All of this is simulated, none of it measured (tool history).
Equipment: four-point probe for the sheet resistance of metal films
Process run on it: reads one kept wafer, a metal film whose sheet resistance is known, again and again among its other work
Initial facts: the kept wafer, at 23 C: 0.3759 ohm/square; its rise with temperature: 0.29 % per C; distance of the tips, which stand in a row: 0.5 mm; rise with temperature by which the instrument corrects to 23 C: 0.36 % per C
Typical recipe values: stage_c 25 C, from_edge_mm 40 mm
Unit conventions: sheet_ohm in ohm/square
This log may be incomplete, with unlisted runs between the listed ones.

run   hour  stage_c  from_edge_mm  sheet_ohm
  1      0       25            40   0.374624
  2   12.7       22            40   0.375443
  3   33.2       22            40   0.375369
  4   54.8       25            40   0.374569
  5   71.4       25            40   0.374557
  6   91.1       25            40   0.374464
  7    101       25            40   0.374464
  8  111.8       20            40   0.375765
  9  124.7       25            40   0.374439
 10  142.9       28            40   0.373507
 11  154.9       25            10   0.374919
     156.8  -- stage's thermometer calibrated
 12  176.1       32            40    0.37268
 13    197       32             3   0.378082
 14  212.3       32             3   0.378047
 15    223       25            40    0.37439
 16    245       25             8   0.375006
 17  262.3       25            69   0.374425
 18  272.6       25            40   0.374188

Run 19, settings as shown, results not yet in. Your forecast:
       275  -- stage's thermometer calibrated, once more
 19  295.2       25            40          ?

sheet_ohm: 0.374263 ohm/square
Minus the tool's unlogged condition, the same run would have read sheet_ohm 0.375435 ohm/square.
